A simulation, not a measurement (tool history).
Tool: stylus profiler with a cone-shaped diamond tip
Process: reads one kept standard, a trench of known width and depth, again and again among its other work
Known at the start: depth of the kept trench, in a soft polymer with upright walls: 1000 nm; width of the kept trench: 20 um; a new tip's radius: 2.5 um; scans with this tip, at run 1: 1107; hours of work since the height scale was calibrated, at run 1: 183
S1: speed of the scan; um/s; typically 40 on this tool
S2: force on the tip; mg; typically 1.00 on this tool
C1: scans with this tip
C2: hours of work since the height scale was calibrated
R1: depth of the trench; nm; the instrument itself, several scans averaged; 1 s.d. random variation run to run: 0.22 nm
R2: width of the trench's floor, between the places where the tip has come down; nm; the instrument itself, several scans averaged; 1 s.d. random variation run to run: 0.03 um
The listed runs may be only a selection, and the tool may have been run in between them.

run     day   S1    S2    C1   C2       R1     R2
  1   0.000   40  1.00  1107  183  1004.80  15390
  2   2.792   40  1.38  1286  213  1006.15  15350
  3   5.771   40  2.00  1477  245  1007.55  15360
  4   8.650   40  0.86  1661  275  1004.81  15190
  5  10.492   40  1.00  1779  295  1005.54  15250
  6  12.092   40  1.00  1881  312  1005.53  15180
  7  14.954   40  1.00  2064  342  1005.57  15120
  8  17.729   40  1.00  2242  371  1005.40  15120
  9  19.088   40  1.00  2329  386  1005.74  15060
 10  21.608   40  1.00  2490  413  1005.46  15080
 11  23.425   40  0.96  2606  432  1005.72  15020
 12  25.883   40  0.96  2764  458  1005.71  15010
 13  28.362   24  1.00  2922  484  1005.95  15050
 14  31.429   24  1.00  3118  517  1006.24  14930
 15  32.854   24  1.00  3210  532  1005.88  14960
 16  34.629   24  1.00  3323  551  1006.03  14960
 17  36.083   40  1.09  3416  566  1006.81  14790
 18  37.617  139  1.65  3514  582  1008.28  14350
 19  40.358   21  1.19  3690  611  1006.67  14880
 20  42.179   99  1.19  3806  631  1006.90  14370
 21  44.250   83  0.92  3939  653  1006.33  14340
 22  46.996   83  0.92  4115  682  1006.74  14330
 23  48.388   40  2.26  4204  696  1010.02  14730
 24  50.929   58  0.55  4366  723  1005.40  14300
 25  52.250   57  1.64  4451  737  1008.79  14580
 26  54.425   24  0.79  4590  760  1006.09  14620
 27  56.638   26  0.48  4731  784  1005.36  14510
 28  58.062   26  0.48  4823  799  1005.44  14490
 29  59.767   26  0.48  4932  817  1005.48  14490
 30  62.154   53  1.87  5084  842  1009.75  14450

The logged runs with the hidden state left out (each run's random variation unchanged):
Unlogged tool condition in this case: radius of the tip, um; height scale over the true one, %; drift of the gauge itself on depth_nm, %; drift of the gauge itself on floor_um, %.
run       R1     R2
  1  1004.37  15710
  2  1005.62  15720
  3  1006.90  15780
  4  1004.05  15660
  5  1004.70  15750
  6  1004.62  15710
  7  1004.56  15690
  8  1004.28  15740
  9  1004.57  15700
 10  1004.18  15750
 11  1004.36  15720
 12  1004.27  15760
 13  1004.42  15830
 14  1004.58  15770
 15  1004.17  15820
 16  1004.25  15850
 17  1004.96  15700
 18  1006.37  15290
 19  1004.65  15850
 20  1004.81  15370
 21  1004.16  15380
 22  1004.47  15400
 23  1007.69  15830
 24  1002.97  15430
 25  1006.30  15730
 26  1003.53  15800
 27  1002.72  15730
 28  1002.74  15720
 29  1002.70  15750
 30  1006.87  15740
